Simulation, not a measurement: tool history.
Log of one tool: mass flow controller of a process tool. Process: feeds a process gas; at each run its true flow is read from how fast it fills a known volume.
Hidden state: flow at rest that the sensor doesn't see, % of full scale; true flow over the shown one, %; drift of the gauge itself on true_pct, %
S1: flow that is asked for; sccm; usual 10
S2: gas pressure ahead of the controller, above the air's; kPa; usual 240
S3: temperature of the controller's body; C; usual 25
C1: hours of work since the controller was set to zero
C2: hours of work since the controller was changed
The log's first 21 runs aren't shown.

Run 22, hour 4282.3: usual settings but S1 3 sccm, S2 165 kPa; C1 2296; C2 2296. Result: true flow (%) 98.85.
Run 23, hour 4420: usual settings but S2 238 kPa, S3 38 C; C1 2343; C2 2343. Result: true flow (%) 98.6.
Run 24, hour 4685.3: usual settings but S2 198 kPa, S3 20 C; C1 2433; C2 2433. Result: true flow (%) 100.35.
Run 25, hour 4822: usual settings but S2 232 kPa; C1 2479; C2 2479. Result: true flow (%) 100.18.
Run 26, hour 5033.7: usual settings but S2 232 kPa; C1 2551; C2 2551. Result: true flow (%) 100.05.
Run 27, hour 5296.5: usual settings but S2 188 kPa, S3 28 C; C1 2640; C2 2640. Result: true flow (%) 99.4.
Run 28, hour 5423.4: usual settings but S1 6 sccm, S2 146 kPa, S3 28 C; C1 2683; C2 2683. Result: true flow (%) 98.89.
Run 29, hour 5675.1: usual settings but S1 6 sccm, S2 142 kPa, S3 39 C; C1 2768; C2 2768. Result: true flow (%) 97.62.
Run 30, hour 5937.7: usual settings but S1 8 sccm, S2 142 kPa, S3 40 C; C1 2857; C2 2857. Result: true flow (%) 97.62.
Run 31, hour 6061.3: usual settings but S1 3 sccm, S2 160 kPa, S3 23 C; C1 2899; C2 2899. Result: true flow (%) 98.82.
Run 32, hour 6295.8: usual settings but S1 18 sccm, S2 280 kPa, S3 34 C; C1 2978; C2 2978. Result: true flow (%) 99.7.
Run 33, hour 6546.7: usual settings but S1 7 sccm, S2 219 kPa, S3 36 C; C1 3063; C2 3063. Result: true flow (%) 98.63.
Run 34, hour 6786.6: usual settings but S1 13 sccm, S2 225 kPa; C1 3145; C2 3145. Result: true flow (%) 100.28.
Run 35, hour 6932.8: usual settings but S1 13 sccm, S2 225 kPa; C1 3194; C2 3194. Result: true flow (%) 100.32.
Run 36, hour 7225.1: usual settings but S2 145 kPa, S3 23 C; C1 3293; C2 3293. Result: true flow (%) 99.91.
Run 37, hour 7505.5: usual settings but S2 145 kPa, S3 23 C; C1 3388; C2 3388. Result: true flow (%) 99.84.

Forecast each of these 5 alternatives for the next run:
Run A, hour 7783.4: usual settings but S1 3 sccm, S2 185 kPa; C1 3482; C2 3482. Result: true flow (%) ?.
Run B, hour 7783.4: usual settings but S2 145 kPa, S3 29 C; C1 3482; C2 3482. Result: true flow (%) ?.
Run C, hour 7783.4: usual settings but S1 9 sccm, S2 183 kPa, S3 30 C; C1 3482; C2 3482. Result: true flow (%) ?.
Run D, hour 7783.4: usual settings but S3 21 C; C1 3482; C2 3482. Result: true flow (%) ?.
Run E, hour 7783.4: usual settings but S1 11 sccm; C1 3482; C2 3482. Result: true flow (%) ?.

run  true flow (%)
  A           98.7
  B          99.21
  C          99.22
  D         100.68
  E         100.31
Without the tool's hidden state the same runs would have given:
run  true flow (%)
  A          99.57
  B          99.03
  C          99.09
  D          100.5
  E         100.09

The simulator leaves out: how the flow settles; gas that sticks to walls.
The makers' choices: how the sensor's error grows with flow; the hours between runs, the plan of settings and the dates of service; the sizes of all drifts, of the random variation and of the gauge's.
